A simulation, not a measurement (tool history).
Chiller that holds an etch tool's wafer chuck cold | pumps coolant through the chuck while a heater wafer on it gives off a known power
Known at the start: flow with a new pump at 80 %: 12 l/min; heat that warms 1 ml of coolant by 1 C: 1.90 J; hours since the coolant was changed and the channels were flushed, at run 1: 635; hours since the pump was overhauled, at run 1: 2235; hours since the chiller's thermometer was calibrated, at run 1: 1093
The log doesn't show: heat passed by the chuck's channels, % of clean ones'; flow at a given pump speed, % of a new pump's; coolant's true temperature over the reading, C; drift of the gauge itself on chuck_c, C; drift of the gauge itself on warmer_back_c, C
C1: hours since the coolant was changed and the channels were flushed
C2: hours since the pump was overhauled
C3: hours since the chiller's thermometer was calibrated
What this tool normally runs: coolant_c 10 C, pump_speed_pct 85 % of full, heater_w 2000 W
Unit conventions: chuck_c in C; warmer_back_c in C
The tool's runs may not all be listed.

{"run": 1, "day": 0.0, "coolant_c": 10, "pump_speed_pct": 85, "heater_w": 2000, "C1": 635, "C2": 2235, "C3": 1093, "chuck_c": 26.6, "warmer_back_c": 4.99}
{"run": 2, "day": 1.538, "coolant_c": 10, "pump_speed_pct": 85, "heater_w": 2489, "C1": 672, "C2": 2272, "C3": 1130, "chuck_c": 30.6, "warmer_back_c": 6.1}
{"run": 3, "day": 4.871, "coolant_c": 10, "pump_speed_pct": 82, "heater_w": 2000, "C1": 752, "C2": 2352, "C3": 1210, "chuck_c": 26.8, "warmer_back_c": 5.14}
{"run": 4, "day": 8.429, "coolant_c": 10, "pump_speed_pct": 82, "heater_w": 2000, "C1": 838, "C2": 2437, "C3": 1296, "chuck_c": 26.9, "warmer_back_c": 5.18}
{"run": 5, "day": 10.617, "coolant_c": 10, "pump_speed_pct": 98, "heater_w": 2000, "C1": 890, "C2": 2489, "C3": 1348, "chuck_c": 25, "warmer_back_c": 4.25}
{"run": 6, "day": 13.771, "coolant_c": 10, "pump_speed_pct": 85, "heater_w": 1150, "C1": 966, "C2": 2565, "C3": 1424, "chuck_c": 19.5, "warmer_back_c": 2.81}
{"run": 7, "day": 15.883, "coolant_c": 10, "pump_speed_pct": 85, "heater_w": 2241, "C1": 1017, "C2": 2616, "C3": 1474, "chuck_c": 28.4, "warmer_back_c": 5.59}
{"run": 8, "day": 18.246, "coolant_c": 10, "pump_speed_pct": 85, "heater_w": 2241, "C1": 1073, "C2": 2673, "C3": 1531, "chuck_c": 28.7, "warmer_back_c": 5.58}
{"run": 9, "day": 20.558, "coolant_c": 10, "pump_speed_pct": 85, "heater_w": 2241, "C1": 1129, "C2": 2728, "C3": 1587, "chuck_c": 28.6, "warmer_back_c": 5.59}
{"run": 10, "day": 23.433, "coolant_c": 10, "pump_speed_pct": 85, "heater_w": 2241, "C1": 1198, "C2": 2797, "C3": 1656, "chuck_c": 28.7, "warmer_back_c": 5.55}
{"run": 11, "day": 26.167, "coolant_c": 10, "pump_speed_pct": 85, "heater_w": 2241, "C1": 1263, "C2": 2863, "C3": 1721, "chuck_c": 28.6, "warmer_back_c": 5.6}
{"run": 12, "day": 29.104, "coolant_c": 10, "pump_speed_pct": 85, "heater_w": 2241, "C1": 1334, "C2": 2933, "C3": 1792, "chuck_c": 28.6, "warmer_back_c": 5.61}
{"run": 13, "day": 31.483, "coolant_c": 16, "pump_speed_pct": 85, "heater_w": 2000, "C1": 1391, "C2": 2990, "C3": 1849, "chuck_c": 32.6, "warmer_back_c": 5.11}
{"run": 14, "day": 33.2, "coolant_c": 10, "pump_speed_pct": 85, "heater_w": 1145, "C1": 1432, "C2": 3031, "C3": 1890, "chuck_c": 19.5, "warmer_back_c": 2.96}
{"run": 15, "day": 35.883, "coolant_c": 10, "pump_speed_pct": 85, "heater_w": 2000, "C1": 1497, "C2": 3096, "C3": 1954, "chuck_c": 26.5, "warmer_back_c": 5.07}
{"run": 16, "day": 39.654, "coolant_c": 10, "pump_speed_pct": 85, "heater_w": 2000, "C1": 1587, "C2": 3186, "C3": 2045, "chuck_c": 26.6, "warmer_back_c": 5.04}
{"run": 17, "day": 43.396, "coolant_c": 0, "pump_speed_pct": 85, "heater_w": 1112, "C1": 1677, "C2": 3276, "C3": 2135, "chuck_c": 9.2, "warmer_back_c": 2.91}
{"run": 18, "day": 45.892, "coolant_c": 7, "pump_speed_pct": 76, "heater_w": 1273, "C1": 1737, "C2": 3336, "C3": 2195, "chuck_c": 18.4, "warmer_back_c": 3.67}
{"run": 19, "day": 49.308, "coolant_c": 2, "pump_speed_pct": 96, "heater_w": 2000, "C1": 1819, "C2": 3418, "C3": 2277, "chuck_c": 17.2, "warmer_back_c": 4.47}
{"run": 20, "day": 53.004, "coolant_c": 1, "pump_speed_pct": 61, "heater_w": 2202, "C1": 1908, "C2": 3507, "C3": 2365, "chuck_c": 23.6, "warmer_back_c": 7.8}
{"run": 21, "day": 55.608, "coolant_c": 1, "pump_speed_pct": 61, "heater_w": 2202, "C1": 1970, "C2": 3569, "C3": 2428, "chuck_c": 23.7, "warmer_back_c": 7.9}
{"run": 22, "day": 58.817, "coolant_c": 10, "pump_speed_pct": 67, "heater_w": 2350, "C1": 2047, "C2": 3646, "C3": 2505, "chuck_c": 32.7, "warmer_back_c": 7.6}
{"run": 23, "day": 61.575, "coolant_c": 10, "pump_speed_pct": 85, "heater_w": 2064, "C1": 2113, "C2": 3712, "C3": 2571, "chuck_c": 27.1, "warmer_back_c": 5.25}
{"run": 24, "day": 64.525, "coolant_c": 15, "pump_speed_pct": 77, "heater_w": 2974, "C1": 2184, "C2": 3783, "C3": 2642, "chuck_c": 41.5, "warmer_back_c": 8.36}
{"run": 25, "day": 67.762, "coolant_c": 9, "pump_speed_pct": 71, "heater_w": 2000, "C1": 2262, "C2": 3861, "C3": 2720, "chuck_c": 27.5, "warmer_back_c": 6.15}
{"run": 26, "day": 70.796, "coolant_c": 10, "pump_speed_pct": 76, "heater_w": 2625, "C1": 2335, "C2": 3934, "C3": 2792, "chuck_c": 33.4, "warmer_back_c": 7.53}
{"run": 27, "day": 74.412, "coolant_c": 9, "pump_speed_pct": 85, "heater_w": 2000, "C1": 2421, "C2": 4021, "C3": 2879, "chuck_c": 25.5, "warmer_back_c": 5.15}
{"run": 28, "day": 77.262, "coolant_c": 2, "pump_speed_pct": 74, "heater_w": 1244, "C1": 2490, "C2": 4089, "C3": 2948, "chuck_c": 13.3, "warmer_back_c": 3.74}
{"run": 29, "day": 79.692, "coolant_c": 11, "pump_speed_pct": 61, "heater_w": 1212, "C1": 2548, "C2": 4147, "C3": 3006, "chuck_c": 23.4, "warmer_back_c": 4.47}
{"run": 30, "day": 81.942, "coolant_c": 11, "pump_speed_pct": 61, "heater_w": 1105, "C1": 2602, "C2": 4201, "C3": 3060, "chuck_c": 22.4, "warmer_back_c": 4.09}
{"run": 31, "day": 85.358, "coolant_c": 10, "pump_speed_pct": 84, "heater_w": 1105, "C1": 2684, "C2": 4283, "C3": 3142, "chuck_c": 19.3, "warmer_back_c": 3.08}
{"run": 32, "day": 88.842, "coolant_c": 7, "pump_speed_pct": 71, "heater_w": 2641, "C1": 2768, "C2": 4367, "C3": 3225, "chuck_c": 31.8, "warmer_back_c": 8.18}

Forecast each of these 3 alternatives for the next run:
{"run": "A", "day": 91.167, "coolant_c": 3, "pump_speed_pct": 91, "heater_w": 2000, "C1": 2823, "C2": 4423, "C3": 3281, "chuck_c": "?", "warmer_back_c": "?"}
{"run": "B", "day": 91.167, "coolant_c": 10, "pump_speed_pct": 96, "heater_w": 2000, "C1": 2823, "C2": 4423, "C3": 3281, "chuck_c": "?", "warmer_back_c": "?"}
{"run": "C", "day": 91.167, "coolant_c": 17, "pump_speed_pct": 84, "heater_w": 1189, "C1": 2823, "C2": 4423, "C3": 3281, "chuck_c": "?", "warmer_back_c": "?"}

run=A chuck_c=18.8 warmer_back_c=4.87
run=B chuck_c=25.3 warmer_back_c=4.57
run=C chuck_c=26.8 warmer_back_c=3.23
Take away the tool's hidden state, keep each run's random variation, and the runs would have read:
run=A chuck_c=18.8 warmer_back_c=4.59
run=B chuck_c=25.3 warmer_back_c=4.29
run=C chuck_c=26.8 warmer_back_c=2.95

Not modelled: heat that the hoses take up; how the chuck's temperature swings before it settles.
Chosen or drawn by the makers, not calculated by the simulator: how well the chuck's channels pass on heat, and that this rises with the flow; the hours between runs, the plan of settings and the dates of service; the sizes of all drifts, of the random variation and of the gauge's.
